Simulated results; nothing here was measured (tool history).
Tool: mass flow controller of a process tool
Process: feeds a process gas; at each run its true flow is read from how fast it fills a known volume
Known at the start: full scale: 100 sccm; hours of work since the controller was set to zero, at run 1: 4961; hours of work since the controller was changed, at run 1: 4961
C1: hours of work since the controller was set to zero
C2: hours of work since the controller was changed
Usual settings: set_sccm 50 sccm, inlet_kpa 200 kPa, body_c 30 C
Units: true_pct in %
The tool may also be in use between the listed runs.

run 1 day=0 | set_sccm=50 inlet_kpa=200 body_c=30 | C1=4961 C2=4961 | true_pct=99.13
run 2 day=5.379 | set_sccm=26 inlet_kpa=200 body_c=30 | C1=5060 C2=5060 | true_pct=98.39
run 3 day=11.721 | set_sccm=26 inlet_kpa=200 body_c=30 | C1=5178 C2=5178 | true_pct=98.39
run 4 day=17.388 | set_sccm=26 inlet_kpa=200 body_c=30 | C1=5283 C2=5283 | true_pct=98.44
run 5 day=23.375 | set_sccm=26 inlet_kpa=200 body_c=30 | C1=5393 C2=5393 | true_pct=98.32
run 6 day=30.258 | set_sccm=26 inlet_kpa=200 body_c=30 | C1=5521 C2=5521 | true_pct=98.37
run 7 day=34.738 | set_sccm=26 inlet_kpa=200 body_c=30 | C1=5604 C2=5604 | true_pct=98.36
run 8 day=40.279 | set_sccm=24 inlet_kpa=200 body_c=28 | C1=5706 C2=5706 | true_pct=98.25
run 9 day=43.658 | set_sccm=14 inlet_kpa=179 body_c=34 | C1=5769 C2=5769 | true_pct=98.07
run 10 day=47.096 | set_sccm=14 inlet_kpa=179 body_c=34 | C1=5833 C2=5833 | true_pct=98.07
run 11 day=54.592 | set_sccm=14 inlet_kpa=179 body_c=34 | C1=5971 C2=5971 | true_pct=98.29
run 12 day=60.388 | set_sccm=14 inlet_kpa=179 body_c=34 | C1=6079 C2=6079 | true_pct=98.06
run 13 day=65.154 | set_sccm=14 inlet_kpa=179 body_c=34 | C1=6167 C2=6167 | true_pct=98.04
run 14 day=71.575 | set_sccm=22 inlet_kpa=244 body_c=36 | C1=6286 C2=6286 | true_pct=98.44

Forecast each of these 3 alternatives for the next run:
run A day=75.217 | set_sccm=71 inlet_kpa=180 body_c=29 | C1=6353 C2=6353 | true_pct=?
run B day=75.217 | set_sccm=22 inlet_kpa=244 body_c=22 | C1=6353 C2=6353 | true_pct=?
run C day=75.217 | set_sccm=22 inlet_kpa=206 body_c=36 | C1=6353 C2=6353 | true_pct=?

run=A true_pct=99.26
run=B true_pct=97.98
run=C true_pct=98.29
Without the tool's hidden state the same runs would have given:
run=A true_pct=99.49
run=B true_pct=98.21
run=C true_pct=98.51

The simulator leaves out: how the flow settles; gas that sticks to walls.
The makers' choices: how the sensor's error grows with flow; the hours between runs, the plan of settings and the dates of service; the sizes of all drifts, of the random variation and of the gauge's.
